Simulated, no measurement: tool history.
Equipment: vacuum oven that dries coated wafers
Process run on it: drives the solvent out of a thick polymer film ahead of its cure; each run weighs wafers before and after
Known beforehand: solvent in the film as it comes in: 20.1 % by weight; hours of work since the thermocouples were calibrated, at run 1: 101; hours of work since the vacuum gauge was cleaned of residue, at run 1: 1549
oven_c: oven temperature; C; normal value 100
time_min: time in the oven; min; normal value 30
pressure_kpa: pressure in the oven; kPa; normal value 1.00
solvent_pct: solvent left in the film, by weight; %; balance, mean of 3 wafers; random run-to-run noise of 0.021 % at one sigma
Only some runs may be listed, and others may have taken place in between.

run	hour	oven_c	time_min	pressure_kpa	hours of work since the thermocouples were calibrated	hours of work since the vacuum gauge was cleaned of residue	solvent_pct
1	0.0	100	30	1.00	101	1549	3.07
2	71.1	100	30	1.00	145	1593	3.00
3	150.4	100	30	1.00	194	1643	3.09
4	221.4	100	30	1.00	239	1687	3.09
5	269.4	100	30	1.00	268	1717	3.11
6	308.7	100	30	1.00	293	1741	3.15
7	378.3	100	30	1.00	336	1785	3.12
8	466.0	100	30	1.00	391	1839	3.18
9	531.9	100	30	1.00	432	1880	3.19
10	610.9	108	30	1.00	481	1929	1.23
11	685.1	108	30	1.00	527	1975	1.22
12	759.6	100	30	0.93	573	2022	3.23
13	800.2	100	30	0.93	598	2047	3.25
14	875.6	100	30	1.00	645	2094	3.26
15	919.4	100	30	1.00	673	2121	3.32
16	980.4	100	24	1.00	711	2159	4.42
17	1027.4	100	30	1.00	740	2188	3.34
18	1067.1	100	30	1.00	764	2213	3.37
19	1136.7	100	30	1.00	808	2256	3.36
# hour 1168.4: oven's thermocouples calibrated
20	1183.9	100	30	1.00	10	2284	3.17
21	1228.1	100	30	1.00	37	2312	3.17
22	1270.0	100	30	1.88	63	2338	3.66
23	1331.1	100	30	1.88	101	2376	3.67
24	1385.8	100	30	1.88	135	2410	3.68
25	1426.2	87	23	0.53	160	2435	9.82
26	1464.3	100	38	1.17	184	2459	2.37
27	1521.9	100	15	1.17	220	2495	6.98
28	1568.5	88	16	1.00	249	2524	11.44
29	1655.6	101	16	2.44	303	2578	6.86
30	1737.7	104	40	1.24	354	2629	1.47
31	1817.3	104	40	1.24	404	2678	1.48
32	1855.9	85	32	1.24	428	2702	9.54
# hour 1877.3: vacuum gauge cleaned of residue and calibrated
33	1945.2	105	35	1.00	482	42	1.29
34	2010.7	106	30	1.00	523	83	1.52
35	2055.2	106	30	1.00	551	111	1.53
36	2140.6	112	16	0.68	604	164	2.12
37	2190.2	112	16	0.68	635	195	2.12
38	2228.0	92	30	1.83	658	218	7.12
39	2274.4	92	30	1.83	687	247	7.10
40	2341.3	92	44	1.82	729	289	5.11
41	2419.0	92	44	1.82	777	337	5.14
42	2459.8	89	43	2.18	802	362	6.86
# hour 2499.9: oven's thermocouples calibrated
43	2528.5	99	51	0.93	18	404	1.27
44	2603.9	99	18	3.52	65	451	6.97
45	2689.4	99	18	3.52	118	504	6.96
46	2744.3	92	31	0.68	152	538	5.52

Branching from run 46: 5 alternative next runs. What would each branch give?
A	2791.7	105	21	2.53	182	568	?
B	2791.7	102	30	1.00	182	568	?
C	2791.7	92	54	0.68	182	568	?
D	2791.7	93	22	0.78	182	568	?
E	2791.7	96	30	1.00	182	568	?

run	solvent_pct
A	3.43
B	2.16
C	2.72
D	7.18
E	4.27
Take away the tool's hidden state, keep each run's random variation, and the runs would have read:
run	solvent_pct
A	3.57
B	2.27
C	2.85
D	7.37
E	4.44

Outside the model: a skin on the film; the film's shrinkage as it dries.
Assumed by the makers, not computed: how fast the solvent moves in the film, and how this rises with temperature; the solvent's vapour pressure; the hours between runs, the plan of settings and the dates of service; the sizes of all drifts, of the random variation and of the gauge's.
